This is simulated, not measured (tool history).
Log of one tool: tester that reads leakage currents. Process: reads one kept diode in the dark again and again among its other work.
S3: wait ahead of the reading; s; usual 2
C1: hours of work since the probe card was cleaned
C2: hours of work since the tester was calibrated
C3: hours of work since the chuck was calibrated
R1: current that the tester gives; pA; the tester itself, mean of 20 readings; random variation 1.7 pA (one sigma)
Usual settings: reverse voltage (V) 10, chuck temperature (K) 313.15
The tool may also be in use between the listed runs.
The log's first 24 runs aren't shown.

Run 25, hour 920.5: usual settings but reverse voltage (V) 1.8, chuck temperature (K) 297.15, S3 0.85 s; C1 66; C2 519; C3 554. Result: R1 75.25 pA.
Run 26, hour 961.9: usual settings but reverse voltage (V) 1.1, chuck temperature (K) 310.15, S3 3.13 s; C1 84; C2 536; C3 572. Result: R1 175.8 pA.
Run 27, hour 1016.2: usual settings but reverse voltage (V) 16.5, chuck temperature (K) 298.15, S3 0.92 s; C1 107; C2 559; C3 595. Result: R1 202.82 pA.
Run 28, hour 1069.1: usual settings but reverse voltage (V) 8, chuck temperature (K) 294.15, S3 0.57 s; C1 130; C2 582; C3 617. Result: R1 107.7 pA.
Run 29, hour 1120.1: usual settings but reverse voltage (V) 5.5, chuck temperature (K) 296.15, S3 1.81 s; C1 151; C2 603; C3 639. Result: R1 108.06 pA.
Run 30, hour 1156.6: usual settings but reverse voltage (V) 8, chuck temperature (K) 319.15; C1 167; C2 619; C3 654. Result: R1 770.27 pA.
Run 31, hour 1198.4: usual settings but reverse voltage (V) 13.8, chuck temperature (K) 306.15; C1 184; C2 637; C3 672. Result: R1 356.05 pA.
Run 32, hour 1243.7: usual settings but reverse voltage (V) 13.8, chuck temperature (K) 306.15; C1 204; C2 656; C3 691. Result: R1 353.22 pA.
Run 33, hour 1294.4: usual settings but chuck temperature (K) 316.15, S3 2.4 s; C1 225; C2 677; C3 713. Result: R1 668.88 pA.
Run 34, hour 1348.9: usual settings but S3 1.96 s; C1 248; C2 701; C3 736. Result: R1 532.08 pA.
Run 35, hour 1393.1: usual settings but reverse voltage (V) 2.9, S3 5.29 s; C1 267; C2 719; C3 755. Result: R1 321.54 pA.
Run 36, hour 1445.7: usual settings but reverse voltage (V) 2.9, S3 5.29 s; C1 289; C2 742; C3 777. Result: R1 320.9 pA.
At hour 1469.4: chuck's temperature calibrated.
Run 37, hour 1494: usual settings but reverse voltage (V) 1.3, chuck temperature (K) 321.15, S3 1.06 s; C1 309; C2 761; C3 10. Result: R1 448.78 pA.
Run 38, hour 1540.3: usual settings but reverse voltage (V) 1.3, chuck temperature (K) 307.15, S3 1.06 s; C1 329; C2 781; C3 30. Result: R1 157.01 pA.
Run 39, hour 1562.5: usual settings but reverse voltage (V) 2.8, chuck temperature (K) 304.15, S3 2.65 s; C1 338; C2 791; C3 40. Result: R1 168.96 pA.

5 ways to go on from here, each from the tool as it stands after run 39. What would each give?
Run A, hour 1611.3: usual settings but reverse voltage (V) 15.8, chuck temperature (K) 304.15, S3 2.65 s; C1 359; C2 811; C3 60. Result: R1 ?.
Run B, hour 1611.3: usual settings but reverse voltage (V) 1.1, chuck temperature (K) 328.15, S3 2.65 s; C1 359; C2 811; C3 60. Result: R1 ?.
Run C, hour 1611.3: usual settings but S3 0.38 s; C1 359; C2 811; C3 60. Result: R1 ?.
Run D, hour 1611.3: usual settings but reverse voltage (V) 16.7, chuck temperature (K) 311.15, S3 0.58 s; C1 359; C2 811; C3 60. Result: R1 ?.
Run E, hour 1611.3: usual settings but reverse voltage (V) 4.9, chuck temperature (K) 315.15, S3 0.34 s; C1 359; C2 811; C3 60. Result: R1 ?.

run      R1
  A  342.96
  B  683.34
  C  573.28
  D  609.02
  E  496.16
Without the tool's hidden state the same runs would have given:
run      R1
  A   345.5
  B  692.05
  C  579.77
  D  614.99
  E  502.34
